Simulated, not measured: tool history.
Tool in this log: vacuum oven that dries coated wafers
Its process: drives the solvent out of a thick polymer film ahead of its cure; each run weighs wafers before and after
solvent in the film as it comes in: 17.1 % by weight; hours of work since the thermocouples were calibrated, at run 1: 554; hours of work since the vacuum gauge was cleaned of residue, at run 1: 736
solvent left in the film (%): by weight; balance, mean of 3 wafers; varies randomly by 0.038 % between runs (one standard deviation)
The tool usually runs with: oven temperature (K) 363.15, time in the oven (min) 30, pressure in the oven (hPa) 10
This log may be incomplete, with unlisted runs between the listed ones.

| run | hour | oven temperature (K) | time in the oven (min) | pressure in the oven (hPa) | hours of work since the thermocouples were calibrated | hours of work since the vacuum gauge was cleaned of residue | solvent left in the film (%) |
|---|---|---|---|---|---|---|---|
| 1 | 0 | 363.15 | 30 | 10 | 554 | 736 | 1.32 |
| 2 | 25 | 363.15 | 30 | 10 | 572 | 754 | 1.31 |
| 3 | 41.1 | 363.15 | 30 | 10 | 584 | 766 | 1.33 |
| 4 | 60.5 | 363.15 | 30 | 10 | 598 | 780 | 1.34 |
| 5 | 76.7 | 363.15 | 30 | 10 | 610 | 792 | 1.34 |
| 6 | 97.6 | 363.15 | 30 | 10 | 626 | 808 | 1.32 |
| 7 | 129.7 | 363.15 | 30 | 7.4 | 650 | 832 | 1.27 |
| 8 | 158.1 | 363.15 | 30 | 10 | 671 | 853 | 1.46 |
| 9 | 189.6 | 363.15 | 30 | 10 | 694 | 876 | 1.44 |
| 10 | 213.2 | 363.15 | 30 | 10 | 712 | 894 | 1.35 |
| 11 | 243 | 363.15 | 30 | 10 | 734 | 916 | 1.44 |
| 12 | 273.5 | 363.15 | 30 | 9 | 756 | 938 | 1.39 |
| 13 | 304.4 | 363.15 | 30 | 9 | 779 | 961 | 1.32 |
| 14 | 331.2 | 363.15 | 30 | 9 | 799 | 981 | 1.37 |
| 15 | 365.4 | 363.15 | 54 | 10 | 825 | 1007 | 0.59 |
| 16 | 390.8 | 363.15 | 54 | 10 | 844 | 1026 | 0.62 |
| 17 | 421 | 363.15 | 54 | 10 | 866 | 1048 | 0.58 |
| 18 | 438.3 | 363.15 | 54 | 10 | 879 | 1061 | 0.62 |
| 19 | 466.6 | 363.15 | 54 | 10 | 900 | 1082 | 0.59 |
| 20 | 500 | 363.15 | 54 | 10 | 925 | 1107 | 0.64 |
|  | 520.8 | vacuum gauge cleaned of residue and calibrated |
| 21 | 531.7 | 363.15 | 54 | 10 | 947 | 8 | 0.58 |
| 22 | 553.3 | 363.15 | 54 | 10 | 963 | 24 | 0.57 |
| 23 | 583.4 | 352.15 | 30 | 10 | 985 | 46 | 3.9 |
| 24 | 601.4 | 352.15 | 30 | 10 | 999 | 60 | 3.88 |
| 25 | 625.7 | 374.15 | 17 | 15.1 | 1017 | 78 | 1.41 |
| 26 | 641.9 | 363.15 | 19 | 25.1 | 1029 | 90 | 3.68 |
| 27 | 661.5 | 363.15 | 18 | 9.2 | 1043 | 104 | 3.26 |
| 28 | 684 | 363.15 | 18 | 9.2 | 1060 | 121 | 3.24 |
| 29 | 711.5 | 363.15 | 18 | 9.2 | 1080 | 142 | 3.29 |
| 30 | 745.9 | 363.15 | 18 | 9.2 | 1106 | 167 | 3.17 |
| 31 | 776.2 | 363.15 | 18 | 9.2 | 1128 | 190 | 3.26 |
| 32 | 797.6 | 363.15 | 18 | 9.2 | 1144 | 205 | 3.28 |
| 33 | 823 | 363.15 | 18 | 9.2 | 1163 | 224 | 3.28 |
| 34 | 848.1 | 372.15 | 22 | 10 | 1182 | 243 | 0.95 |
| 35 | 873.9 | 372.15 | 22 | 10 | 1201 | 262 | 1 |
| 36 | 897 | 356.15 | 25 | 12.7 | 1218 | 279 | 3.87 |
| 37 | 928 | 372.15 | 47 | 18.8 | 1241 | 302 | 0.64 |
| 38 | 955.4 | 363.15 | 40 | 36.4 | 1261 | 322 | 2.12 |
| 39 | 981.2 | 376.15 | 35 | 23.6 | 1280 | 342 | 0.73 |
|  | 1002.7 | oven's thermocouples calibrated |
| 40 | 1006.2 | 370.15 | 33 | 7.1 | 3 | 359 | 0.39 |
| 41 | 1025.3 | 363.15 | 15 | 32.5 | 17 | 373 | 4.47 |
| 42 | 1060.4 | 359.15 | 30 | 10 | 43 | 399 | 1.85 |
| 43 | 1093.9 | 364.15 | 30 | 8.6 | 68 | 424 | 1.08 |
| 44 | 1120 | 364.15 | 23 | 17.4 | 87 | 443 | 2.09 |
| 45 | 1154.6 | 348.15 | 23 | 6 | 113 | 469 | 5.92 |
| 46 | 1189.2 | 363.15 | 21 | 24.1 | 138 | 494 | 2.92 |
| 47 | 1222.2 | 363.15 | 30 | 24 | 163 | 519 | 1.86 |

Branching from run 47: 3 alternative next runs. What would each branch give?
| A | 1245.6 | 362.15 | 41 | 24 | 180 | 536 | ? |
| B | 1245.6 | 363.15 | 45 | 10 | 180 | 536 | ? |
| C | 1245.6 | 363.15 | 18 | 24 | 180 | 536 | ? |

| run | solvent left in the film (%) |
|---|---|
| A | 1.49 |
| B | 0.67 |
| C | 3.39 |
With the hidden condition removed and each run's random variation left untouched, the same runs would have given:
| run | solvent left in the film (%) |
|---|---|
| A | 1.4 |
| B | 0.6 |
| C | 3.23 |
